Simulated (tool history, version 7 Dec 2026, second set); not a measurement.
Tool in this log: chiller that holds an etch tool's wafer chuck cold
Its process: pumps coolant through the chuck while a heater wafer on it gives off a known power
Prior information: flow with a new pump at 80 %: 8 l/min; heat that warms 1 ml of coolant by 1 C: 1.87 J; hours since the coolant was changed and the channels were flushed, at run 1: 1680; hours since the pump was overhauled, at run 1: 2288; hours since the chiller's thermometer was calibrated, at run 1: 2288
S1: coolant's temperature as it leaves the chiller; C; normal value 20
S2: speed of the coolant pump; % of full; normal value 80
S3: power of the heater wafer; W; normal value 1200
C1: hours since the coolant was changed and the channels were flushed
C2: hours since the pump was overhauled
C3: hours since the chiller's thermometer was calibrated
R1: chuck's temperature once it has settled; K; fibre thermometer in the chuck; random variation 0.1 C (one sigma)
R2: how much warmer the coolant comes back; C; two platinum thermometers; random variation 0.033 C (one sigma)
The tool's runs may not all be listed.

run 1 hour=0 | S1=20 S2=80 S3=1200 | C1=1680 C2=2288 C3=2288 | R1=304.05 R2=5.33
run 2 hour=55.3 | S1=20 S2=80 S3=1200 | C1=1735 C2=2343 C3=2343 | R1=304.05 R2=5.39
run 3 hour=122.5 | S1=20 S2=80 S3=1200 | C1=1803 C2=2410 C3=2410 | R1=304.15 R2=5.41
run 4 hour=174.5 | S1=20 S2=80 S3=1200 | C1=1855 C2=2462 C3=2462 | R1=304.15 R2=5.42
run 5 hour=229.7 | S1=20 S2=80 S3=1200 | C1=1910 C2=2518 C3=2518 | R1=304.05 R2=5.41
run 6 hour=314.1 | S1=20 S2=80 S3=1200 | C1=1994 C2=2602 C3=2602 | R1=304.25 R2=5.44
run 7 hour=376.2 | S1=20 S2=80 S3=1200 | C1=2056 C2=2664 C3=2664 | R1=304.25 R2=5.46
run 8 hour=428.2 | S1=20 S2=80 S3=1200 | C1=2108 C2=2716 C3=2716 | R1=304.45 R2=5.52
run 9 hour=486.8 | S1=20 S2=80 S3=1200 | C1=2167 C2=2775 C3=2775 | R1=304.45 R2=5.47
-- hour=492.1 chiller's thermometer calibrated
run 10 hour=544.1 | S1=17 S2=80 S3=1200 | C1=2223 C2=2831 C3=52 | R1=301.35 R2=5.53
run 11 hour=581.5 | S1=17 S2=78 S3=1200 | C1=2261 C2=2868 C3=89 | R1=301.65 R2=5.7
run 12 hour=635.9 | S1=29 S2=78 S3=968 | C1=2315 C2=2923 C3=144 | R1=311.25 R2=4.58
run 13 hour=709.3 | S1=14 S2=80 S3=754 | C1=2388 C2=2996 C3=217 | R1=294.15 R2=3.55

What will run 14 give?
run 14 hour=762.3 | S1=14 S2=80 S3=754 | C1=2441 C2=3049 C3=270 | R1=? R2=?

R1: 294.15 K
R2: 3.45 C
The same run, on a tool lacking any hidden state, would have yielded R1 292.95 K, R2 2.95 C.

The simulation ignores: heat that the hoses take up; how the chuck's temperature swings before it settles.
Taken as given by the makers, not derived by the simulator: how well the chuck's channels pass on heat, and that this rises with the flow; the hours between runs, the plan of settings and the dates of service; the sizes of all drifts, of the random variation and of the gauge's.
